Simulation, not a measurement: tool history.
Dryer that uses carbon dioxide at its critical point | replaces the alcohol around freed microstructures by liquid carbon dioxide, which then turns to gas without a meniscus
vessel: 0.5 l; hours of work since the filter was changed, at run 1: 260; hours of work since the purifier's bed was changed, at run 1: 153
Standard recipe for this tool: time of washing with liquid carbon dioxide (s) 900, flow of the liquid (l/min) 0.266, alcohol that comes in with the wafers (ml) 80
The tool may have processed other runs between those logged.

run   hour  time of washing with liquid carbon dioxide (s)  flow of the liquid (l/min)  alcohol that comes in with the wafers (ml)  hours of work since the filter was changed  hours of work since the purifier's bed was changed  alcohol left in the vessel before it's heated (ppm by volume)
  1    0.0                                             900                       0.266                                          80                                         260                                                 153                                                            229
  2    6.3                                             900                       0.266                                          78                                         264                                                 157                                                            216
  3   16.3                                             900                       0.266                                          78                                         271                                                 164                                                            229
  4   25.8                                             900                       0.266                                          78                                         278                                                 170                                                            227
  5   30.7                                             900                       0.241                                          80                                         281                                                 174                                                            408
  6   37.9                                             900                       0.241                                          80                                         286                                                 179                                                            421
  7   46.0                                             900                       0.266                                          68                                         292                                                 184                                                            218
  8   55.8                                             600                       0.266                                          80                                         299                                                 191                                                           1994
  9   65.3                                             840                       0.266                                          80                                         305                                                 198                                                            380
 10   73.6                                             840                       0.266                                          80                                         311                                                 204                                                            381
      79.8  -- inlet filter changed
 11   83.4                                             900                       0.350                                          80                                           3                                                 210                                                             57
 12   93.1                                             900                       0.350                                          80                                           9                                                 216                                                             60
 13  102.1                                             900                       0.266                                          61                                          15                                                 223                                                            128
 14  113.0                                             900                       0.266                                          80                                          23                                                 230                                                            156
 15  120.8                                            1080                       0.266                                          80                                          28                                                 236                                                             82
 16  129.7                                            1080                       0.266                                          80                                          35                                                 242                                                             72
 17  135.5                                            1080                       0.266                                          80                                          39                                                 246                                                             84
 18  140.5                                            1080                       0.266                                          80                                          42                                                 249                                                             78
 19  151.9                                            1080                       0.266                                          80                                          50                                                 257                                                             87
 20  160.7                                            1080                       0.266                                          80                                          56                                                 263                                                             86
 21  169.9                                            1080                       0.266                                          80                                          62                                                 269                                                             87
 22  176.8                                            1080                       0.266                                          80                                          67                                                 274                                                             78
 23  185.0                                            1080                       0.266                                          80                                          73                                                 280                                                             83
 24  196.0                                             780                       0.266                                          80                                          80                                                 288                                                            377
 25  203.6                                             660                       0.186                                          59                                          86                                                 293                                                           3050
 26  212.3                                             900                       0.266                                          30                                          92                                                 299                                                            104
 27  218.6                                             660                       0.384                                          80                                          96                                                 303                                                            137
 28  227.9                                             780                       0.355                                          94                                         102                                                 310                                                            114
 29  237.5                                             900                       0.415                                          33                                         109                                                 316                                                             63
 30  247.1                                             840                       0.300                                          81                                         116                                                 323                                                            147
 31  253.8                                            1080                       0.266                                          80                                         120                                                 328                                                             95
 32  258.8                                            1080                       0.266                                          80                                         124                                                 331                                                            104
 33  266.9                                            1080                       0.266                                          80                                         129                                                 337                                                             99
 34  272.0                                            1020                       0.310                                          83                                         133                                                 340                                                             87
 35  283.5                                            1020                       0.310                                          83                                         141                                                 348                                                             76
 36  294.3                                            1020                       0.310                                          83                                         148                                                 356                                                             84
 37  303.8                                            1020                       0.310                                          83                                         155                                                 362                                                             84
 38  311.2                                            1020                       0.310                                          83                                         160                                                 367                                                             82
 39  316.7                                             600                       0.295                                          27                                         164                                                 371                                                            395
 40  323.8                                            1020                       0.266                                          87                                         169                                                 376                                                            138
 41  329.3                                            1020                       0.266                                          87                                         173                                                 380                                                            151
 42  340.0                                            1020                       0.266                                          87                                         180                                                 387                                                            140
 43  347.9                                             840                       0.348                                          21                                         185                                                 393                                                             90
 44  356.2                                             660                       0.179                                          27                                         191                                                 398                                                           1935
 45  362.2                                             900                       0.238                                          88                                         195                                                 403                                                            467
 46  367.3                                             900                       0.238                                          88                                         199                                                 406                                                            479

Below, some changes in alcohol left in the vessel before it's heated (ppm by volume) between adjacent runs. For each, the amount present without the hidden state too (settings, incoming material, random variation) and the amount remaining for the hidden state with gauge scatter not shared by both compared results:
Hidden state present: flow that reaches the vessel past the clogged filter, %; alcohol in the recycled carbon dioxide, ppm; drift of the gauge itself on alcohol_ppm, %.
Run 7 -> 8: time of washing with liquid carbon dioxide (s) 900 -> 600, alcohol that comes in with the wafers (ml) 68 -> 80. alcohol left in the vessel before it's heated (ppm by volume) +1776: hidden state +676, all else +1100.
Run 8 -> 9: time of washing with liquid carbon dioxide (s) 600 -> 840. alcohol left in the vessel before it's heated (ppm by volume) -1614: hidden state -593, all else -1021.
Run 24 -> 25: time of washing with liquid carbon dioxide (s) 780 -> 660, flow of the liquid (l/min) 0.266 -> 0.186, alcohol that comes in with the wafers (ml) 80 -> 59. alcohol left in the vessel before it's heated (ppm by volume) +2673: hidden state +310, all else +2363.
Run 25 -> 26: time of washing with liquid carbon dioxide (s) 660 -> 900, flow of the liquid (l/min) 0.186 -> 0.266, alcohol that comes in with the wafers (ml) 59 -> 30. alcohol left in the vessel before it's heated (ppm by volume) -2946: hidden state -357, all else -2589.
Run 43 -> 44: time of washing with liquid carbon dioxide (s) 840 -> 660, flow of the liquid (l/min) 0.348 -> 0.179, alcohol that comes in with the wafers (ml) 21 -> 27. alcohol left in the vessel before it's heated (ppm by volume) +1845: hidden state +409, all else +1436.

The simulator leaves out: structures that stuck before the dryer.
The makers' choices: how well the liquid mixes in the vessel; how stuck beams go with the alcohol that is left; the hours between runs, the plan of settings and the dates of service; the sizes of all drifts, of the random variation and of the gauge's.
